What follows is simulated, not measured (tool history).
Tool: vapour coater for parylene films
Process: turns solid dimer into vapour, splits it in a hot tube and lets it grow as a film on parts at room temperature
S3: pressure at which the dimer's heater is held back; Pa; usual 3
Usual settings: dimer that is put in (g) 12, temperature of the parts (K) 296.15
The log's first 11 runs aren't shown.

run 12 hour=407.6 | dimer_that_is_put_in_(g)=12 temperature_of_the_parts_(K)=296.15 S3=3.82 | thickness_of_the_film_(nm)=2480
run 13 hour=438.7 | dimer_that_is_put_in_(g)=12 temperature_of_the_parts_(K)=296.15 S3=3.82 | thickness_of_the_film_(nm)=2380
-- hour=460.5 trap's valve overhauled, once more
run 14 hour=482 | dimer_that_is_put_in_(g)=12 temperature_of_the_parts_(K)=296.15 S3=3 | thickness_of_the_film_(nm)=3150
run 15 hour=524.9 | dimer_that_is_put_in_(g)=12 temperature_of_the_parts_(K)=296.15 S3=7.85 | thickness_of_the_film_(nm)=2960
run 16 hour=570.4 | dimer_that_is_put_in_(g)=12 temperature_of_the_parts_(K)=290.15 S3=3 | thickness_of_the_film_(nm)=4050
run 17 hour=614.4 | dimer_that_is_put_in_(g)=12 temperature_of_the_parts_(K)=296.15 S3=3 | thickness_of_the_film_(nm)=3000
run 18 hour=649.1 | dimer_that_is_put_in_(g)=12 temperature_of_the_parts_(K)=296.15 S3=3 | thickness_of_the_film_(nm)=2960
run 19 hour=696 | dimer_that_is_put_in_(g)=12 temperature_of_the_parts_(K)=296.15 S3=3 | thickness_of_the_film_(nm)=2860
-- hour=716.7 table's thermometer calibrated
run 20 hour=721.2 | dimer_that_is_put_in_(g)=12 temperature_of_the_parts_(K)=296.15 S3=3 | thickness_of_the_film_(nm)=3000
run 21 hour=755.1 | dimer_that_is_put_in_(g)=21 temperature_of_the_parts_(K)=289.15 S3=3 | thickness_of_the_film_(nm)=7310
run 22 hour=794.3 | dimer_that_is_put_in_(g)=7 temperature_of_the_parts_(K)=289.15 S3=3.39 | thickness_of_the_film_(nm)=2340
run 23 hour=836.8 | dimer_that_is_put_in_(g)=19 temperature_of_the_parts_(K)=307.15 S3=2.87 | thickness_of_the_film_(nm)=2790
run 24 hour=876.2 | dimer_that_is_put_in_(g)=19 temperature_of_the_parts_(K)=307.15 S3=2.87 | thickness_of_the_film_(nm)=2670
-- hour=885.1 trap's valve overhauled
run 25 hour=902.8 | dimer_that_is_put_in_(g)=19 temperature_of_the_parts_(K)=307.15 S3=2.87 | thickness_of_the_film_(nm)=3140
run 26 hour=932.5 | dimer_that_is_put_in_(g)=6 temperature_of_the_parts_(K)=298.15 S3=7.62 | thickness_of_the_film_(nm)=1380
run 27 hour=977.1 | dimer_that_is_put_in_(g)=14 temperature_of_the_parts_(K)=300.15 S3=4.56 | thickness_of_the_film_(nm)=3000
run 28 hour=1013 | dimer_that_is_put_in_(g)=14 temperature_of_the_parts_(K)=300.15 S3=4.56 | thickness_of_the_film_(nm)=2920
run 29 hour=1048.2 | dimer_that_is_put_in_(g)=15 temperature_of_the_parts_(K)=290.15 S3=3.03 | thickness_of_the_film_(nm)=4990
run 30 hour=1080.8 | dimer_that_is_put_in_(g)=15 temperature_of_the_parts_(K)=290.15 S3=3.03 | thickness_of_the_film_(nm)=4950
run 31 hour=1120.1 | dimer_that_is_put_in_(g)=14 temperature_of_the_parts_(K)=307.15 S3=3 | thickness_of_the_film_(nm)=2110
run 32 hour=1169.8 | dimer_that_is_put_in_(g)=14 temperature_of_the_parts_(K)=307.15 S3=3 | thickness_of_the_film_(nm)=2000
run 33 hour=1196.8 | dimer_that_is_put_in_(g)=14 temperature_of_the_parts_(K)=307.15 S3=3 | thickness_of_the_film_(nm)=2030
run 34 hour=1226.9 | dimer_that_is_put_in_(g)=14 temperature_of_the_parts_(K)=307.15 S3=3 | thickness_of_the_film_(nm)=2050

The next listed run, before its measurement:
run 35 hour=1251.5 | dimer_that_is_put_in_(g)=13 temperature_of_the_parts_(K)=293.15 S3=5.23 | thickness_of_the_film_(nm)=?

{"run 35": {"thickness of the film (nm)": 3460}}
Without the tool's hidden state the same run would have given thickness of the film (nm) 4040.
